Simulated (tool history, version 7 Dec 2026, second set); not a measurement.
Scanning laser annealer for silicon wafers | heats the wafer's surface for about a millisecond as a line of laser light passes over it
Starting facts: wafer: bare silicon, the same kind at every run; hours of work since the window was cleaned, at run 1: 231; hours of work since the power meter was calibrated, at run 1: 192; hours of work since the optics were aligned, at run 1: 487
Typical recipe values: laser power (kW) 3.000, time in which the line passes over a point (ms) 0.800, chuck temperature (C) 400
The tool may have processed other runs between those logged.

run,day,laser power (kW),time in which the line passes over a point (ms),chuck temperature (C),hours of work since the window was cleaned,hours of work since the power meter was calibrated,hours of work since the optics were aligned,highest temperature of the surface (C)
1,0.000,3.000,0.800,400,231,192,487,1101
2,0.754,3.108,0.800,400,243,205,500,1123
3,1.450,3.000,0.800,379,255,216,512,1076
4,2.208,3.000,0.800,379,268,229,524,1076
5,3.062,2.585,0.800,400,282,244,539,985
6,3.571,2.585,0.914,400,291,252,547,1026
7,4.242,2.585,0.605,400,302,264,559,909
8,4.771,2.585,0.605,400,311,272,568,906
9,5.504,2.585,0.605,400,323,285,580,905
10,6.142,3.000,0.585,400,334,295,591,985
11,6.858,3.000,0.585,400,346,308,603,987
12,7.621,3.000,0.642,400,359,320,616,1013
13,8.012,3.000,0.642,400,366,327,622,1014
14,8.521,2.988,0.655,400,374,336,631,1015
15,9.154,3.008,0.579,410,385,346,641,990
16,9.921,3.165,0.642,371,398,359,654,1022
17,10.742,3.165,0.592,420,412,373,668,1044
18,11.117,2.619,0.949,405,418,379,674,1045
19,11.604,2.574,0.998,412,426,388,683,1061
20,12.396,2.574,0.998,412,440,401,696,1058
21,13.071,3.000,0.735,376,451,412,707,1029
22,13.888,2.633,0.600,395,465,426,721,902
23,14.371,2.633,0.952,375,473,434,729,1017
24,15.012,2.744,0.768,365,484,445,740,968
25,15.558,2.744,0.768,365,493,454,749,964
26,15.908,2.744,0.768,365,499,460,755,964

Here are 5 independent what-if runs from the current tool condition. What would each one return?
A,16.471,2.981,0.669,438,508,470,765,?
B,16.471,2.744,0.768,423,508,470,765,?
C,16.471,2.896,0.594,400,508,470,765,?
D,16.471,2.705,0.768,365,508,470,765,?
E,16.471,2.897,0.784,402,508,470,765,?

run,highest temperature of the surface (C)
A,1048
B,1027
C,962
D,955
E,1049
Without the tool's unlogged condition, the same runs would have read:
run,highest temperature of the surface (C)
A,1081
B,1060
C,992
D,987
E,1084
